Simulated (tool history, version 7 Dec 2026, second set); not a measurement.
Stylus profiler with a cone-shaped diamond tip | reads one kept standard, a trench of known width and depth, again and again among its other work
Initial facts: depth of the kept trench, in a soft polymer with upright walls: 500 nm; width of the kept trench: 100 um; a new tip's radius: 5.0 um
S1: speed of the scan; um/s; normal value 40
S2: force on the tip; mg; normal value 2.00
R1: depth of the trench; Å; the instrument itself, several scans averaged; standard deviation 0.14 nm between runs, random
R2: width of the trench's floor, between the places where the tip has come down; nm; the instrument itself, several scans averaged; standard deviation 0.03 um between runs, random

run    hour   S1    S2      R1     R2
  1     0.0   40  2.00  5034.9  95400
  2    72.6   40  2.00  5036.2  95420
  3   149.8   40  2.00  5037.5  95350
  4   213.4  154  2.00  5037.8  94670
  5   275.1  154  2.00  5039.2  94680
  6   311.4   40  2.00  5040.2  95270
  7   380.8   40  2.00  5043.5  95280
  8   448.2   40  2.45  5049.8  95200
  9   506.5   23  2.45  5050.3  95290
 10   574.5   23  2.45  5050.1  95260
 11   610.3   40  2.00  5043.1  95150
 12   680.8   40  2.00  5045.7  95090
 13   762.8  118  2.00  5049.3  94600
 14   811.6   19  2.00  5048.8  95140
 15   889.1   19  2.00  5049.4  95110
 16   970.0   19  2.00  5053.2  95110
 17  1027.1   40  2.00  5050.9  94950
 18  1099.1   40  0.95  5041.7  94790
 19  1166.0   14  2.00  5057.3  95070
 20  1246.0   14  2.00  5058.5  95030
 21  1313.3   14  2.00  5057.6  94990
 22  1391.0  104  2.00  5061.2  94450
 23  1442.1  104  2.00  5058.9  94400
 24  1480.3  104  2.00  5064.0  94400
 25  1522.4   25  2.91  5075.0  94840
 26  1578.2   25  2.91  5074.1  94810
     1582.5  -- height scale calibrated on a step standard
 27  1624.9   25  2.91  5090.1  94840
     1699.9  -- height scale calibrated on a step standard, once more
 28  1702.7   25  2.91  5042.5  94810
 29  1756.1   96  1.37  5027.3  94230
 30  1807.2  146  2.16  5040.3  94090
 31  1887.1  146  2.16  5038.9  94020
 32  1955.5   52  2.16  5039.1  94530
 33  2017.8   52  1.40  5031.8  94420
 34  2068.7   52  1.40  5033.4  94370
 35  2145.0  104  3.48  5058.2  94280
 36  2219.7   11  1.06  5030.2  94590
 37  2253.6   11  4.94  5072.4  94590
 38  2307.9   71  4.94  5071.9  94360
 39  2342.3   18  1.17  5036.6  94520
 40  2402.2   56  1.47  5039.0  94200
 41  2465.8   56  4.22  5070.2  94390
 42  2539.5   57  1.69  5047.8  94200
 43  2587.3   57  1.69  5045.8  94220
 44  2622.3   16  2.00  5049.9  94460
 45  2700.3   42  3.18  5064.7  94260
 46  2779.5   15  2.00  5053.1  94350
 47  2815.0   11  0.69  5035.6  94350

Each row is a separate what-if for the run after 47, all from the same tool condition, not one after another. Results?
  A  2866.1  40  0.98   ?   ?
  B  2866.1  83  3.99   ?   ?
  C  2866.1  26  1.92   ?   ?

run      R1     R2
  A  5042.6  94120
  B  5075.8  94030
  C  5053.7  94290
With no hidden state in the tool, these same runs would have given:
run      R1     R2
  A  5021.1  95340
  B  5054.1  95240
  C  5032.1  95510
